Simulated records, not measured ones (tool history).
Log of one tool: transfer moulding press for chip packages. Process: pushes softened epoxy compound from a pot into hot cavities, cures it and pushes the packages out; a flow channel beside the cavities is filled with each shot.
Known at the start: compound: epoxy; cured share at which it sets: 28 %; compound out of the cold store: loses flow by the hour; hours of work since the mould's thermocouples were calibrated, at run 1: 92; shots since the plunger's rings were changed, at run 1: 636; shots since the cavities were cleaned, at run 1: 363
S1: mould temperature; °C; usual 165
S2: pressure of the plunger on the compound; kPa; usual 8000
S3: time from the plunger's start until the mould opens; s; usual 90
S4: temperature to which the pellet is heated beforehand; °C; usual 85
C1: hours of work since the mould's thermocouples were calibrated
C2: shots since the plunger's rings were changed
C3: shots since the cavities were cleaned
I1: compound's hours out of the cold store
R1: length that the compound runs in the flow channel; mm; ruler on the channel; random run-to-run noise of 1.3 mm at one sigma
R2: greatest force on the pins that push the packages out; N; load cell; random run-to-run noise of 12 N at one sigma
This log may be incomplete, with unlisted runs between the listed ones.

run	day	S1	S2	S3	S4	C1	C2	C3	I1	R1	R2
1	0.000	165	8000	90	85	92	636	363	17.7	509	833
2	0.729	165	8000	90	85	99	786	513	40.8	471	888
# day 0.971: cavities cleaned with cleaning compound and waxed
3	2.204	165	8000	90	85	113	1078	254	37.5	475	777
# day 3.754: cavities cleaned with cleaning compound and waxed
4	3.875	165	8000	90	85	130	1411	25	13.7	510	589
5	4.671	165	8000	90	85	138	1575	189	20.7	499	752
# day 6.454: cavities cleaned with cleaning compound and waxed
6	6.454	165	8000	90	85	155	1931	0	13.6	508	563
7	7.771	165	8000	90	85	169	2203	272	8.2	515	810
# day 9.238: cavities cleaned with cleaning compound and waxed
8	9.396	165	7850	90	85	185	2525	32	29.4	476	572
9	10.367	165	7850	90	85	194	2726	233	8.6	507	775
10	11.804	165	7850	90	85	209	3024	531	47.6	448	909
# day 11.996: cavities cleaned with cleaning compound and waxed
# day 12.629: plunger's sealing rings changed
11	13.642	157	7850	90	85	226	209	318	43.0	494	1473
# day 14.808: cavities cleaned with cleaning compound and waxed
12	14.983	165	8000	90	85	239	474	36	12.6	515	584
13	15.838	172	8000	90	85	248	650	212	26.3	474	585
14	16.575	172	8000	90	85	255	803	365	35.0	460	645
# day 17.625: cavities cleaned with cleaning compound and waxed
15	18.358	165	6210	90	77	273	1159	152	16.7	446	692
16	19.083	165	6210	92	77	280	1309	302	42.0	412	766
17	19.854	164	6370	85	76	288	1467	460	39.3	423	1037
# day 20.333: cavities cleaned with cleaning compound and waxed
18	21.183	163	6370	86	76	301	1730	177	24.2	444	922
19	22.762	172	6370	75	76	317	2055	502	34.4	408	816
# day 23.104: cavities cleaned with cleaning compound and waxed
20	23.592	172	6370	75	76	325	2214	101	11.2	437	601
21	25.308	165	9350	96	85	342	2569	456	36.0	508	824
# day 25.883: cavities cleaned with cleaning compound and waxed
22	26.462	165	9350	96	85	353	2795	120	26.9	518	581
# day 27.708: mould's thermocouples calibrated
23	28.017	159	9350	84	84	3	3098	423	36.1	526	1609
# day 28.467: plunger's sealing rings changed
# day 28.788: cavities cleaned with cleaning compound and waxed
24	29.658	167	6620	92	78	18	233	180	11.3	470	684
25	31.008	167	9580	109	85	32	513	460	35.4	523	712
# day 31.596: cavities cleaned with cleaning compound and waxed
26	31.788	167	9580	109	85	39	660	39	43.6	507	449
27	33.021	171	9630	72	88	52	915	294	34.7	507	722
28	33.954	165	9390	88	89	61	1108	487	22.5	540	937

What if the next run were any one of these 4? Each begins from the tool's condition after run 28:
# day 34.300: cavities cleaned with cleaning compound and waxed
A	35.546	165	9390	84	89	77	1424	257	14.5	?	?
# day 34.300: cavities cleaned with cleaning compound and waxed
B	35.546	172	9390	88	86	77	1424	257	37.9	?	?
# day 34.300: cavities cleaned with cleaning compound and waxed
C	35.546	171	9390	88	76	77	1424	257	10.0	?	?
# day 34.300: cavities cleaned with cleaning compound and waxed
D	35.546	165	9390	87	89	77	1424	257	16.5	?	?

run	R1	R2
A	554	891
B	490	602
C	543	646
D	548	817
The same runs, with their run-to-run variation unchanged, on a tool lacking any hidden condition would have given:
run	R1	R2
A	563	632
B	498	418
C	552	451
D	557	577

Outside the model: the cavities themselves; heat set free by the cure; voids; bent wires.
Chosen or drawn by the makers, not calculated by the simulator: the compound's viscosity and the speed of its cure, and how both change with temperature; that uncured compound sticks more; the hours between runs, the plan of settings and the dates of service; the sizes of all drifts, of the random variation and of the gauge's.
